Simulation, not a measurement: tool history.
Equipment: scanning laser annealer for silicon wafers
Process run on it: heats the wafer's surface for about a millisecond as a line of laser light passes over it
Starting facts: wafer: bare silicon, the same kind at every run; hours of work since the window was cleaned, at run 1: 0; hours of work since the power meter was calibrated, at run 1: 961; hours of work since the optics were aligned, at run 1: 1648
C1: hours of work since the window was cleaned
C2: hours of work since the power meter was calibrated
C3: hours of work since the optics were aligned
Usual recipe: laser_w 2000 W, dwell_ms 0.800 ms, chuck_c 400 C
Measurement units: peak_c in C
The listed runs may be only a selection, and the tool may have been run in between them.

Run 1, day 0.000: usual settings; C1 0; C2 961; C3 1648. Result: peak_c 1124 C.
Run 2, day 2.408: usual settings; C1 41; C2 1002; C3 1688. Result: peak_c 1120 C.
Run 3, day 4.371: usual settings; C1 74; C2 1035; C3 1722. Result: peak_c 1119 C.
At day 5.379: optics aligned, line set to its width.
Run 4, day 7.588: usual settings; C1 125; C2 1086; C3 37. Result: peak_c 1116 C.
Run 5, day 10.533: usual settings; C1 174; C2 1136; C3 87. Result: peak_c 1113 C.
Run 6, day 13.012: usual settings but dwell_ms 0.745 ms; C1 216; C2 1178; C3 129. Result: peak_c 1085 C.
Run 7, day 14.371: usual settings but dwell_ms 0.745 ms; C1 239; C2 1201; C3 152. Result: peak_c 1085 C.
Run 8, day 17.146: usual settings but chuck_c 402 C; C1 286; C2 1247; C3 199. Result: peak_c 1110 C.
At day 19.529: optics aligned, line set to its width, once more.
Run 9, day 19.946: usual settings but chuck_c 402 C; C1 330; C2 1291; C3 7. Result: peak_c 1118 C.
Run 10, day 22.033: usual settings but laser_w 1824 W; C1 365; C2 1326; C3 42. Result: peak_c 1052 C.
Run 11, day 24.542: usual settings but laser_w 1824 W; C1 408; C2 1369; C3 85. Result: peak_c 1046 C.
Run 12, day 27.262: usual settings but laser_w 1824 W; C1 454; C2 1415; C3 131. Result: peak_c 1048 C.
Run 13, day 28.988: usual settings but laser_w 1824 W; C1 483; C2 1444; C3 160. Result: peak_c 1045 C.
Run 14, day 30.808: usual settings but laser_w 2140 W, dwell_ms 0.583 ms, chuck_c 409 C; C1 514; C2 1475; C3 191. Result: peak_c 1064 C.
Run 15, day 33.179: usual settings but laser_w 1891 W, dwell_ms 0.786 ms, chuck_c 381 C; C1 554; C2 1515; C3 231. Result: peak_c 1042 C.
Run 16, day 35.562: usual settings but dwell_ms 0.820 ms; C1 594; C2 1555; C3 271. Result: peak_c 1113 C.
Run 17, day 37.925: usual settings but dwell_ms 0.820 ms; C1 634; C2 1595; C3 311. Result: peak_c 1113 C.
Run 18, day 40.383: usual settings but dwell_ms 0.613 ms; C1 675; C2 1637; C3 352. Result: peak_c 1020 C.
Run 19, day 43.479: usual settings but dwell_ms 0.613 ms; C1 728; C2 1689; C3 405. Result: peak_c 1018 C.
Run 20, day 45.788: usual settings but laser_w 1830 W, dwell_ms 0.633 ms; C1 767; C2 1728; C3 444. Result: peak_c 969 C.
Run 21, day 47.333: usual settings but laser_w 1830 W, dwell_ms 0.633 ms; C1 793; C2 1754; C3 470. Result: peak_c 965 C.
Run 22, day 49.950: usual settings but laser_w 1830 W, dwell_ms 0.633 ms; C1 837; C2 1798; C3 514. Result: peak_c 965 C.
Run 23, day 53.008: usual settings but dwell_ms 0.609 ms; C1 889; C2 1850; C3 566. Result: peak_c 1009 C.
Run 24, day 54.938: usual settings but dwell_ms 0.688 ms; C1 921; C2 1882; C3 598. Result: peak_c 1047 C.
Run 25, day 56.675: usual settings but laser_w 1873 W, dwell_ms 0.686 ms; C1 951; C2 1912; C3 628. Result: peak_c 998 C.

Forecast each of these 4 alternatives for the next run:
At day 57.212: window over the wafer cleaned.
Run A, day 59.142: usual settings but laser_w 1978 W, dwell_ms 0.765 ms; C1 33; C2 1952; C3 668. Result: peak_c ?.
At day 57.212: window over the wafer cleaned.
Run B, day 59.142: usual settings but chuck_c 398 C; C1 33; C2 1952; C3 668. Result: peak_c ?.
At day 57.212: window over the wafer cleaned.
Run C, day 59.142: usual settings but dwell_ms 0.834 ms; C1 33; C2 1952; C3 668. Result: peak_c ?.
At day 57.212: window over the wafer cleaned.
Run D, day 59.142: usual settings but chuck_c 417 C; C1 33; C2 1952; C3 668. Result: peak_c ?.

run  peak_c
  A    1096
  B    1119
  C    1136
  D    1142
Take away the tool's hidden state, keep each run's random variation, and the runs would have read:
run  peak_c
  A    1107
  B    1130
  C    1147
  D    1153
